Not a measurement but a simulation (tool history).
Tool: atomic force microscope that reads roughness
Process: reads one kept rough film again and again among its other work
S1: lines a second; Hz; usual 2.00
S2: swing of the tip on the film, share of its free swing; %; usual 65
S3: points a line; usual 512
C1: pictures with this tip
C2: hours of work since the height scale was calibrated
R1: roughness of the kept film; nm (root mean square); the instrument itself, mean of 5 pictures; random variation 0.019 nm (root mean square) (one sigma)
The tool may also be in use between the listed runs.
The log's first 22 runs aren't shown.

run,hour,S1,S2,S3,C1,C2,R1
23,534.8,3.89,65,711,68,65,4.306
24,562.5,3.89,65,711,85,76,4.197
25,594.3,3.89,65,711,105,89,4.160
26,612.1,3.89,65,711,116,96,4.131
27,633.4,0.57,56,729,129,105,4.347
28,651.8,1.21,62,729,141,113,4.247
29,678.8,3.72,62,729,158,124,4.037
30,709.1,3.72,78,729,177,136,3.664

5 ways to go on from here, each from the tool as it stands after run 30. What would each give?
A,730.5,0.89,78,458,190,145,?
B,730.5,0.61,87,353,190,145,?
C,730.5,1.50,65,512,190,145,?
D,730.5,0.72,78,866,190,145,?
E,730.5,2.14,88,682,190,145,?

run,R1
A,4.028
B,4.030
C,4.041
D,4.074
E,3.675
Without the tool's hidden state the same runs would have given:
run,R1
A,4.708
B,4.710
C,4.723
D,4.762
E,4.295

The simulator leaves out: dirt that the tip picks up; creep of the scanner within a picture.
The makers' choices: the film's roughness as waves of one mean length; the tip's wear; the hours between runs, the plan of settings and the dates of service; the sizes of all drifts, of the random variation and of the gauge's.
